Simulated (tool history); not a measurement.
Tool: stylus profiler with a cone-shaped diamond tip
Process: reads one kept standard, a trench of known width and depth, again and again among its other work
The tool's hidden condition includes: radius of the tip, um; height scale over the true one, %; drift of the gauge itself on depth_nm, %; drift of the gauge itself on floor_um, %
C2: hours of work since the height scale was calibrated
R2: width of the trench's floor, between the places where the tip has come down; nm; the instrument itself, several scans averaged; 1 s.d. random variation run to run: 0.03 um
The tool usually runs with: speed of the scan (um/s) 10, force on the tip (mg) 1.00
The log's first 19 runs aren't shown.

run 20 hour=403.3 | speed_of_the_scan_(um/s)=10 force_on_the_tip_(mg)=1.00 | scans_with_this_tip=6798 C2=612 | depth_of_the_trench_(Å)=5030.9 R2=16710
run 21 hour=429.7 | speed_of_the_scan_(um/s)=6 force_on_the_tip_(mg)=1.00 | scans_with_this_tip=7013 C2=631 | depth_of_the_trench_(Å)=5025.6 R2=16690
run 22 hour=448.2 | speed_of_the_scan_(um/s)=7 force_on_the_tip_(mg)=2.60 | scans_with_this_tip=7163 C2=645 | depth_of_the_trench_(Å)=5062.0 R2=16680
run 23 hour=471.4 | speed_of_the_scan_(um/s)=3 force_on_the_tip_(mg)=1.45 | scans_with_this_tip=7352 C2=662 | depth_of_the_trench_(Å)=5038.8 R2=16720
run 24 hour=492.2 | speed_of_the_scan_(um/s)=3 force_on_the_tip_(mg)=1.45 | scans_with_this_tip=7522 C2=677 | depth_of_the_trench_(Å)=5037.1 R2=16670
run 25 hour=513.3 | speed_of_the_scan_(um/s)=4 force_on_the_tip_(mg)=2.06 | scans_with_this_tip=7693 C2=693 | depth_of_the_trench_(Å)=5051.0 R2=16760
run 26 hour=543.6 | speed_of_the_scan_(um/s)=7 force_on_the_tip_(mg)=1.78 | scans_with_this_tip=7940 C2=715 | depth_of_the_trench_(Å)=5044.5 R2=16690
run 27 hour=562.0 | speed_of_the_scan_(um/s)=34 force_on_the_tip_(mg)=2.05 | scans_with_this_tip=8089 C2=728 | depth_of_the_trench_(Å)=5048.5 R2=16520
run 28 hour=585.0 | speed_of_the_scan_(um/s)=14 force_on_the_tip_(mg)=2.53 | scans_with_this_tip=8277 C2=745 | depth_of_the_trench_(Å)=5059.5 R2=16610
run 29 hour=610.5 | speed_of_the_scan_(um/s)=14 force_on_the_tip_(mg)=2.53 | scans_with_this_tip=8484 C2=764 | depth_of_the_trench_(Å)=5059.1 R2=16640
run 30 hour=628.6 | speed_of_the_scan_(um/s)=2 force_on_the_tip_(mg)=1.00 | scans_with_this_tip=8632 C2=777 | depth_of_the_trench_(Å)=5025.6 R2=16720
run 31 hour=642.2 | speed_of_the_scan_(um/s)=2 force_on_the_tip_(mg)=1.00 | scans_with_this_tip=8743 C2=787 | depth_of_the_trench_(Å)=5026.8 R2=16680
run 32 hour=672.3 | speed_of_the_scan_(um/s)=2 force_on_the_tip_(mg)=0.95 | scans_with_this_tip=8987 C2=809 | depth_of_the_trench_(Å)=5022.3 R2=16640
run 33 hour=698.0 | speed_of_the_scan_(um/s)=2 force_on_the_tip_(mg)=0.95 | scans_with_this_tip=9196 C2=828 | depth_of_the_trench_(Å)=5023.6 R2=16710
run 34 hour=721.2 | speed_of_the_scan_(um/s)=30 force_on_the_tip_(mg)=1.00 | scans_with_this_tip=9385 C2=845 | depth_of_the_trench_(Å)=5022.1 R2=16510
run 35 hour=737.2 | speed_of_the_scan_(um/s)=3 force_on_the_tip_(mg)=0.81 | scans_with_this_tip=9516 C2=857 | depth_of_the_trench_(Å)=5018.3 R2=16620
run 36 hour=755.1 | speed_of_the_scan_(um/s)=3 force_on_the_tip_(mg)=0.81 | scans_with_this_tip=9661 C2=870 | depth_of_the_trench_(Å)=5019.1 R2=16650
run 37 hour=771.3 | speed_of_the_scan_(um/s)=9 force_on_the_tip_(mg)=0.50 | scans_with_this_tip=9793 C2=882 | depth_of_the_trench_(Å)=5011.4 R2=16630
run 38 hour=792.1 | speed_of_the_scan_(um/s)=10 force_on_the_tip_(mg)=1.38 | scans_with_this_tip=9962 C2=897 | depth_of_the_trench_(Å)=5035.1 R2=16600
run 39 hour=815.5 | speed_of_the_scan_(um/s)=10 force_on_the_tip_(mg)=1.38 | scans_with_this_tip=10153 C2=914 | depth_of_the_trench_(Å)=5032.2 R2=16560
run 40 hour=828.6 | speed_of_the_scan_(um/s)=2 force_on_the_tip_(mg)=2.60 | scans_with_this_tip=10259 C2=924 | depth_of_the_trench_(Å)=5059.4 R2=16640
run 41 hour=855.8 | speed_of_the_scan_(um/s)=2 force_on_the_tip_(mg)=2.60 | scans_with_this_tip=10481 C2=944 | depth_of_the_trench_(Å)=5054.5 R2=16630
run 42 hour=878.6 | speed_of_the_scan_(um/s)=6 force_on_the_tip_(mg)=0.45 | scans_with_this_tip=10666 C2=960 | depth_of_the_trench_(Å)=5008.8 R2=16610

Here are 5 independent what-if runs from the current tool condition. What would each one return?
run A hour=899.6 | speed_of_the_scan_(um/s)=15 force_on_the_tip_(mg)=1.86 | scans_with_this_tip=10837 C2=976 | depth_of_the_trench_(Å)=? R2=?
run B hour=899.6 | speed_of_the_scan_(um/s)=2 force_on_the_tip_(mg)=0.45 | scans_with_this_tip=10837 C2=976 | depth_of_the_trench_(Å)=? R2=?
run C hour=899.6 | speed_of_the_scan_(um/s)=10 force_on_the_tip_(mg)=0.61 | scans_with_this_tip=10837 C2=976 | depth_of_the_trench_(Å)=? R2=?
run D hour=899.6 | speed_of_the_scan_(um/s)=40 force_on_the_tip_(mg)=2.92 | scans_with_this_tip=10837 C2=976 | depth_of_the_trench_(Å)=? R2=?
run E hour=899.6 | speed_of_the_scan_(um/s)=6 force_on_the_tip_(mg)=0.46 | scans_with_this_tip=10837 C2=976 | depth_of_the_trench_(Å)=? R2=?

run=A depth_of_the_trench_(Å)=5040.9 R2=16590
run=B depth_of_the_trench_(Å)=5005.1 R2=16630
run=C depth_of_the_trench_(Å)=5009.5 R2=16570
run=D depth_of_the_trench_(Å)=5059.8 R2=16430
run=E depth_of_the_trench_(Å)=5006.2 R2=16550
Take away the tool's hidden state, keep each run's random variation, and the runs would have read:
run=A depth_of_the_trench_(Å)=5056.8 R2=16960
run=B depth_of_the_trench_(Å)=5020.9 R2=16990
run=C depth_of_the_trench_(Å)=5025.3 R2=16940
run=D depth_of_the_trench_(Å)=5075.7 R2=16790
run=E depth_of_the_trench_(Å)=5022.0 R2=16920
